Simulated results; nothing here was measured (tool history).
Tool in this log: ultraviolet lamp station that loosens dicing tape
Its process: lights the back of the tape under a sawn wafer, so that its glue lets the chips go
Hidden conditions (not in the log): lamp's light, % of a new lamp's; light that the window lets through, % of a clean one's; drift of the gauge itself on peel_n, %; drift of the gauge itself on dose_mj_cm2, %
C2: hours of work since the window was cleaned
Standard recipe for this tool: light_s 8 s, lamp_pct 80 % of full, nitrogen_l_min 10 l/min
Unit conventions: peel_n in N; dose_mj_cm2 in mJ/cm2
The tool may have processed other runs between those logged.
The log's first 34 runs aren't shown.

{"run": 35, "hour": 2109.6, "light_s": 8, "lamp_pct": 95, "nitrogen_l_min": 10, "hours of work of the lamp": 1077, "C2": 119, "peel_n": 0.494, "dose_mj_cm2": 376}
{"run": 36, "hour": 2171.2, "light_s": 13, "lamp_pct": 80, "nitrogen_l_min": 17, "hours of work of the lamp": 1120, "C2": 162, "peel_n": 0.273, "dose_mj_cm2": 497}
{"run": 37, "hour": 2248.7, "light_s": 13, "lamp_pct": 68, "nitrogen_l_min": 6, "hours of work of the lamp": 1174, "C2": 216, "peel_n": 0.507, "dose_mj_cm2": 416}
{"run": 38, "hour": 2313.2, "light_s": 5, "lamp_pct": 98, "nitrogen_l_min": 17, "hours of work of the lamp": 1218, "C2": 260, "peel_n": 0.99, "dose_mj_cm2": 221}
{"run": 39, "hour": 2347.8, "light_s": 7, "lamp_pct": 75, "nitrogen_l_min": 9, "hours of work of the lamp": 1242, "C2": 284, "peel_n": 1.105, "dose_mj_cm2": 237}
{"hour": 2399.4, "done": "window cleaned of glue's vapour"}
{"run": 40, "hour": 2428.7, "light_s": 7, "lamp_pct": 75, "nitrogen_l_min": 9, "hours of work of the lamp": 1298, "C2": 20, "peel_n": 1.052, "dose_mj_cm2": 248}
{"run": 41, "hour": 2511.5, "light_s": 7, "lamp_pct": 75, "nitrogen_l_min": 9, "hours of work of the lamp": 1355, "C2": 78, "peel_n": 1.103, "dose_mj_cm2": 242}
{"run": 42, "hour": 2579.4, "light_s": 7, "lamp_pct": 75, "nitrogen_l_min": 9, "hours of work of the lamp": 1402, "C2": 125, "peel_n": 1.134, "dose_mj_cm2": 236}

Estimate the outcome of run 43 from the log above:
{"run": 43, "hour": 2659.8, "light_s": 7, "lamp_pct": 93, "nitrogen_l_min": 3, "hours of work of the lamp": 1458, "C2": 180, "peel_n": "?", "dose_mj_cm2": "?"}

peel_n: 1.265 N
dose_mj_cm2: 285 mJ/cm2
On a tool with no hidden condition, and with the same random variation, this run would have come out at peel_n 0.605 N, dose_mj_cm2 451 mJ/cm2.
